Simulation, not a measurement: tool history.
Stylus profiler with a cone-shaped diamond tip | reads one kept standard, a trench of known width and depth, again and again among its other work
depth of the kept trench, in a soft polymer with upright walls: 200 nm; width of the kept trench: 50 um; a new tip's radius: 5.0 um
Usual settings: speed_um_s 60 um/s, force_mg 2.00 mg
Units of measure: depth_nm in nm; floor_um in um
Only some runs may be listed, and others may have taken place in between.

{"run": 1, "hour": 0.0, "speed_um_s": 60, "force_mg": 2.0, "depth_nm": 202.68, "floor_um": 45.46}
{"run": 2, "hour": 116.4, "speed_um_s": 60, "force_mg": 2.0, "depth_nm": 202.63, "floor_um": 45.41}
{"hour": 246.8, "done": "height scale calibrated on a step standard"}
{"run": 3, "hour": 248.9, "speed_um_s": 60, "force_mg": 2.0, "depth_nm": 202.86, "floor_um": 45.36}
{"run": 4, "hour": 350.0, "speed_um_s": 60, "force_mg": 2.0, "depth_nm": 202.98, "floor_um": 45.31}
{"run": 5, "hour": 447.1, "speed_um_s": 60, "force_mg": 2.0, "depth_nm": 202.81, "floor_um": 45.25}
{"run": 6, "hour": 529.6, "speed_um_s": 60, "force_mg": 2.61, "depth_nm": 203.38, "floor_um": 45.2}
{"run": 7, "hour": 648.7, "speed_um_s": 60, "force_mg": 2.61, "depth_nm": 203.4, "floor_um": 45.2}
{"run": 8, "hour": 717.6, "speed_um_s": 60, "force_mg": 2.61, "depth_nm": 203.21, "floor_um": 45.19}
{"run": 9, "hour": 831.8, "speed_um_s": 60, "force_mg": 2.61, "depth_nm": 203.3, "floor_um": 45.14}
{"run": 10, "hour": 909.1, "speed_um_s": 55, "force_mg": 2.0, "depth_nm": 202.79, "floor_um": 45.14}
{"run": 11, "hour": 1025.0, "speed_um_s": 95, "force_mg": 4.88, "depth_nm": 205.14, "floor_um": 45.06}

5 ways to go on from here, each from the tool as it stands after run 11. What would each give?
{"hour": 1042.8, "done": "new tip fitted, height scale calibrated"}
{"run": "A", "hour": 1109.7, "speed_um_s": 53, "force_mg": 2.0, "depth_nm": "?", "floor_um": "?"}
{"hour": 1042.8, "done": "new tip fitted, height scale calibrated"}
{"run": "B", "hour": 1109.7, "speed_um_s": 110, "force_mg": 0.87, "depth_nm": "?", "floor_um": "?"}
{"hour": 1042.8, "done": "new tip fitted, height scale calibrated"}
{"run": "C", "hour": 1109.7, "speed_um_s": 24, "force_mg": 2.39, "depth_nm": "?", "floor_um": "?"}
{"hour": 1042.8, "done": "new tip fitted, height scale calibrated"}
{"run": "D", "hour": 1109.7, "speed_um_s": 29, "force_mg": 3.47, "depth_nm": "?", "floor_um": "?"}
{"hour": 1042.8, "done": "new tip fitted, height scale calibrated"}
{"run": "E", "hour": 1109.7, "speed_um_s": 27, "force_mg": 1.06, "depth_nm": "?", "floor_um": "?"}

run=A depth_nm=202.90 floor_um=47.01
run=B depth_nm=201.74 floor_um=46.65
run=C depth_nm=203.22 floor_um=47.13
run=D depth_nm=204.17 floor_um=47.06
run=E depth_nm=201.84 floor_um=47.09
Had the tool no hidden state, the same runs would have come out as:
run=A depth_nm=202.86 floor_um=47.03
run=B depth_nm=201.70 floor_um=46.66
run=C depth_nm=203.18 floor_um=47.14
run=D depth_nm=204.14 floor_um=47.07
run=E depth_nm=201.81 floor_um=47.10

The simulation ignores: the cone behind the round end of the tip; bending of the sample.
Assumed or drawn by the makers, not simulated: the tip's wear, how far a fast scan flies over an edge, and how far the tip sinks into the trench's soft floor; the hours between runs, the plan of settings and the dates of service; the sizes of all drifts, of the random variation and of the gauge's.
